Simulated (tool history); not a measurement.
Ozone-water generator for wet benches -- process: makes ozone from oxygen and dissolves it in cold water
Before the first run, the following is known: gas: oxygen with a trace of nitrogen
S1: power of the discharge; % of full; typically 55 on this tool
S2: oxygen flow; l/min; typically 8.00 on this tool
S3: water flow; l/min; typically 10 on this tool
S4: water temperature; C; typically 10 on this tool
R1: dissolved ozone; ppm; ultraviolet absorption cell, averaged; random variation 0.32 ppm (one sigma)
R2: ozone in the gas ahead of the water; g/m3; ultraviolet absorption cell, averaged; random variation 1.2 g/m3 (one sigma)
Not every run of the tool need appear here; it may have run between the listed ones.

Run 1, hour 0.0: usual settings. Result: R1 47.4 ppm, R2 220.1 g/m3.
Run 2, hour 25.7: usual settings. Result: R1 47.6 ppm, R2 222.3 g/m3.
Run 3, hour 45.3: usual settings. Result: R1 47.6 ppm, R2 220.8 g/m3.
Run 4, hour 60.5: usual settings. Result: R1 47.8 ppm, R2 222.2 g/m3.
Run 5, hour 88.5: usual settings but S2 8.32 l/min. Result: R1 46.6 ppm, R2 215.7 g/m3.
Run 6, hour 118.8: usual settings but S2 8.32 l/min. Result: R1 46.6 ppm, R2 215.8 g/m3.
Run 7, hour 149.5: usual settings but S2 8.32 l/min. Result: R1 46.9 ppm, R2 217.4 g/m3.
Run 8, hour 169.7: usual settings. Result: R1 47.1 ppm, R2 220.3 g/m3.
Run 9, hour 197.8: usual settings but S3 15 l/min. Result: R1 35.6 ppm, R2 220.9 g/m3.
Run 10, hour 216.9: usual settings but S3 15 l/min. Result: R1 35.2 ppm, R2 221.7 g/m3.
Run 11, hour 235.7: usual settings but S4 18 C. Result: R1 39.8 ppm, R2 222.7 g/m3.
Run 12, hour 251.1: usual settings but S1 49 % of full. Result: R1 44.2 ppm, R2 204.3 g/m3.
Run 13, hour 276.6: usual settings but S1 47 % of full. Result: R1 42.2 ppm, R2 197.6 g/m3.
Run 14, hour 297.2: usual settings. Result: R1 46.6 ppm, R2 221.8 g/m3.
Run 15, hour 319.6: usual settings. Result: R1 47.5 ppm, R2 221.6 g/m3.
Run 16, hour 350.4: usual settings. Result: R1 47.7 ppm, R2 223.3 g/m3.
Run 17, hour 382.5: usual settings. Result: R1 47.6 ppm, R2 220.4 g/m3.
Run 18, hour 407.7: usual settings but S1 72 % of full, S3 9 l/min. Result: R1 60.1 ppm, R2 268.4 g/m3.
Run 19, hour 424.0: usual settings but S1 72 % of full, S3 9 l/min. Result: R1 60.8 ppm, R2 268.3 g/m3.
Run 20, hour 456.2: usual settings but S1 72 % of full, S3 9 l/min, S4 17 C. Result: R1 51.9 ppm, R2 263.6 g/m3.
Run 21, hour 480.1: usual settings but S2 11.45 l/min, S3 12 l/min, S4 7 C. Result: R1 40.2 ppm, R2 175.2 g/m3.
Run 22, hour 511.6: usual settings but S3 16 l/min, S4 9 C. Result: R1 33.8 ppm, R2 219.3 g/m3.
Run 23, hour 534.7: usual settings but S3 16 l/min, S4 9 C. Result: R1 34.1 ppm, R2 221.6 g/m3.
Run 24, hour 561.2: usual settings but S2 9.13 l/min, S3 6 l/min. Result: R1 58.5 ppm, R2 203.4 g/m3.
Run 25, hour 582.1: usual settings but S2 9.13 l/min, S3 6 l/min. Result: R1 58.3 ppm, R2 203.0 g/m3.
At hour 595.0: water thermometer calibrated.
Run 26, hour 600.2: usual settings but S1 45 % of full, S2 9.13 l/min, S3 14 l/min. Result: R1 30.9 ppm, R2 175.9 g/m3.
Run 27, hour 633.8: usual settings but S2 9.94 l/min, S3 8 l/min. Result: R1 50.1 ppm, R2 194.4 g/m3.
Run 28, hour 656.7: usual settings but S2 9.94 l/min, S3 8 l/min. Result: R1 49.1 ppm, R2 191.1 g/m3.
Run 29, hour 689.7: usual settings but S2 9.94 l/min, S3 8 l/min. Result: R1 49.8 ppm, R2 193.6 g/m3.
Run 30, hour 705.4: usual settings but S4 11 C. Result: R1 46.1 ppm, R2 220.7 g/m3.
Run 31, hour 729.1: usual settings but S1 68 % of full, S2 5.31 l/min. Result: R1 60.0 ppm, R2 330.3 g/m3.
Run 32, hour 759.6: usual settings but S1 47 % of full, S2 10.04 l/min, S4 6 C. Result: R1 42.8 ppm, R2 170.9 g/m3.
At hour 765.4: contactor cleaned.
Run 33, hour 786.3: usual settings but S1 47 % of full, S2 10.04 l/min, S4 6 C. Result: R1 45.8 ppm, R2 169.9 g/m3.

Each row is a separate what-if for the run after 33, all from the same tool condition, not one after another. Results?
Run A, hour 809.8: usual settings but S1 84 % of full, S4 12 C. Result: R1 ?, R2 ?.
Run B, hour 809.8: usual settings but S1 56 % of full, S2 10.28 l/min, S4 6 C. Result: R1 ?, R2 ?.
Run C, hour 809.8: usual settings but S1 47 % of full, S2 11.72 l/min, S3 11 l/min, S4 6 C. Result: R1 ?, R2 ?.

run    R1     R2
  A  64.2  297.1
  B  50.7  189.4
  C  40.8  156.4
Take away the tool's hidden state, keep each run's random variation, and the runs would have read:
run    R1     R2
  A  66.2  305.0
  B  52.0  193.2
  C  41.7  159.1
